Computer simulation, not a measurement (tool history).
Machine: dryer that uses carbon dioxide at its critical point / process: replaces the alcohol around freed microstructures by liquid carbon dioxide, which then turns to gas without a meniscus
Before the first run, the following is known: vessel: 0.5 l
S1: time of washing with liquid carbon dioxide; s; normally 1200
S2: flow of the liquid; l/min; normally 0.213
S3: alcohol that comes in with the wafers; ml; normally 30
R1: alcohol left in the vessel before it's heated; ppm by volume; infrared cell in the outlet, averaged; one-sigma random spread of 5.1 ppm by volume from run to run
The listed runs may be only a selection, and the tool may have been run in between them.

run	day	S1	S2	S3	R1
1	0.000	1200	0.213	30	112
2	0.329	1200	0.213	30	115
3	0.662	1200	0.213	30	118
4	0.962	1200	0.213	25	107
5	1.175	1200	0.213	25	101
6	1.350	1200	0.213	70	269
7	1.721	1200	0.213	70	282
8	2.104	1200	0.152	70	1514
9	2.338	1200	0.253	30	58
10	2.675	1200	0.253	30	57
11	3.029	1200	0.253	30	58
12	3.308	1200	0.253	30	68
13	3.671	1200	0.253	30	61
14	4.050	1200	0.253	30	64
15	4.217	1200	0.213	36	199
16	4.567	1200	0.213	36	207
17	4.875	1200	0.213	36	205
18	5.200	1200	0.213	36	214
19	5.471	1200	0.213	36	217
# day 5.829: inlet filter changed
20	5.842	780	0.213	36	733
21	6.112	1200	0.213	30	80
22	6.367	1200	0.213	30	81
23	6.621	1200	0.213	30	70
24	6.833	1200	0.213	53	117
25	7.175	1440	0.314	30	29
26	7.404	1440	0.314	30	22
27	7.771	960	0.142	91	4160
28	8.158	1860	0.213	43	40
29	8.504	1860	0.213	43	27
30	8.888	840	0.168	106	4536
31	9.088	840	0.168	106	4587
32	9.417	840	0.168	106	4881
33	9.783	840	0.168	106	4988
34	9.958	840	0.168	88	4148
35	10.283	1200	0.255	70	77
36	10.646	1200	0.213	42	137
37	10.838	1740	0.213	21	40
38	11.221	1020	0.244	93	351
39	11.492	960	0.244	45	245
40	11.654	960	0.244	45	255
41	11.896	1020	0.225	45	282
42	12.233	1680	0.190	83	89
43	12.392	720	0.279	47	656
44	12.712	1200	0.185	92	692
45	12.871	900	0.163	27	1308
46	13.183	1140	0.323	66	57
47	13.538	1140	0.323	66	70
48	13.817	1140	0.323	66	57

Forecast each of these 3 alternatives for the next run:
A	14.021	1140	0.323	32	?
B	14.021	1140	0.313	66	?
C	14.021	780	0.213	118	?

run	R1
A	41
B	63
C	3854
Take away the tool's hidden state, keep each run's random variation, and the runs would have read:
run	R1
A	2
B	12
C	2227

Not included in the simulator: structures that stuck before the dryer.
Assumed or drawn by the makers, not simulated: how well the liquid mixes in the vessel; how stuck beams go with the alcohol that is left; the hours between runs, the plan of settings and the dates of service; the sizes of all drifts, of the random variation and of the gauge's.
